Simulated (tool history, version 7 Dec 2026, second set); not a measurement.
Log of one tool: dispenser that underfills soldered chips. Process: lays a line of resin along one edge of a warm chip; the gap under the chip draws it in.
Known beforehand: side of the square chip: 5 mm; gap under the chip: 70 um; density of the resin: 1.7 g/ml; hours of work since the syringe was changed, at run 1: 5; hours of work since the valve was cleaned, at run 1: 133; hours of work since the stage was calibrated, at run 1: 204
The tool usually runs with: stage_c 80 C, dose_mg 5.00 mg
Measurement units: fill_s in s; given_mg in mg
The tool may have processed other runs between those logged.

run	day	stage_c	dose_mg	hours of work since the syringe was changed	hours of work since the valve was cleaned	hours of work since the stage was calibrated	fill_s	given_mg
1	0.000	80	5.00	5	133	204	38.4	4.35
# day 0.100: new syringe of resin
2	0.167	80	5.00	1	136	207	28.4	4.35
3	0.396	80	5.00	5	140	211	40.1	4.31
# day 0.446: new syringe of resin
# day 0.588: dispensing valve cleaned and set on the balance
4	0.625	66	5.00	2	1	214	59.0	4.97
# day 0.833: new syringe of resin
5	0.867	66	5.17	1	5	218	50.7	5.19
6	1.154	66	5.17	6	10	223	76.0	5.16
# day 1.179: new syringe of resin
7	1.467	66	5.17	5	15	228	74.4	5.14
# day 1.538: new syringe of resin
8	1.617	95	6.07	1	17	231	15.7	5.94
9	1.838	95	6.07	5	21	234	21.6	5.95
# day 1.904: new syringe of resin
10	2.125	89	4.55	4	26	239	24.6	4.41
# day 2.254: new syringe of resin
11	2.396	67	5.11	2	31	244	56.6	4.94
# day 2.608: new syringe of resin
12	2.646	67	5.11	1	35	248	48.7	4.96

What differs in the tool's unlogged condition from the final listed run ahead of each entry between runs to the first listed run following it?
After run 1, before run 2: new syringe of resin (day 0.100)
  resin's viscosity, % of fresh resin's: 145.9 -> 110.8; dose that the valve gives, % of what is set: 87.29 -> 87.05; true chip temperature over the reading, C: -0.91 -> -0.92
  measured result minus the result with no hidden state, fill_s: +13.5 -> +4.3 s; given_mg: -0.64 -> -0.64 mg
After run 3, before run 4: new syringe of resin (day 0.446); dispensing valve cleaned and set on the balance (day 0.588)
  resin's viscosity, % of fresh resin's: 153.3 -> 120.8; dose that the valve gives, % of what is set: 86.65 -> 99.93
  measured result minus the result with no hidden state, fill_s: +15.5 -> +12.3 s; given_mg: -0.67 -> -0.01 mg
After run 4, before run 5: new syringe of resin (day 0.833)
  resin's viscosity, % of fresh resin's: 120.8 -> 104.7; dose that the valve gives, % of what is set: 99.93 -> 99.57; true chip temperature over the reading, C: -0.93 -> -0.94
  measured result minus the result with no hidden state, fill_s: +12.3 -> +4.4 s; given_mg: -0.01 -> -0.02 mg
After run 6, before run 7: new syringe of resin (day 1.179)
  resin's viscosity, % of fresh resin's: 156.7 -> 149.7; dose that the valve gives, % of what is set: 99.09 -> 98.63; true chip temperature over the reading, C: -0.96 -> -0.97
  measured result minus the result with no hidden state, fill_s: +29.7 -> +26.8 s; given_mg: -0.05 -> -0.07 mg
After run 7, before run 8: new syringe of resin (day 1.538)
  resin's viscosity, % of fresh resin's: 149.7 -> 113.8; dose that the valve gives, % of what is set: 98.63 -> 98.41; true chip temperature over the reading, C: -0.97 -> -0.98
  measured result minus the result with no hidden state, fill_s: +26.8 -> +2.5 s; given_mg: -0.07 -> -0.10 mg
After run 9, before run 10: new syringe of resin (day 1.904)
  resin's viscosity, % of fresh resin's: 156.1 -> 136.9; dose that the valve gives, % of what is set: 98.03 -> 97.56; true chip temperature over the reading, C: -0.99 -> -1
  measured result minus the result with no hidden state, fill_s: +8.3 -> +7.4 s; given_mg: -0.12 -> -0.11 mg
After run 10, before run 11: new syringe of resin (day 2.254)
  resin's viscosity, % of fresh resin's: 136.9 -> 121.6; dose that the valve gives, % of what is set: 97.56 -> 97.12; true chip temperature over the reading, C: -1 -> -1.01
  measured result minus the result with no hidden state, fill_s: +7.4 -> +12.4 s; given_mg: -0.11 -> -0.14 mg
After run 11, before run 12: new syringe of resin (day 2.608)
  resin's viscosity, % of fresh resin's: 121.6 -> 104.1; dose that the valve gives, % of what is set: 97.12 -> 96.72; true chip temperature over the reading, C: -1.01 -> -1.02
  measured result minus the result with no hidden state, fill_s: +12.4 -> +4.3 s; given_mg: -0.14 -> -0.17 mg
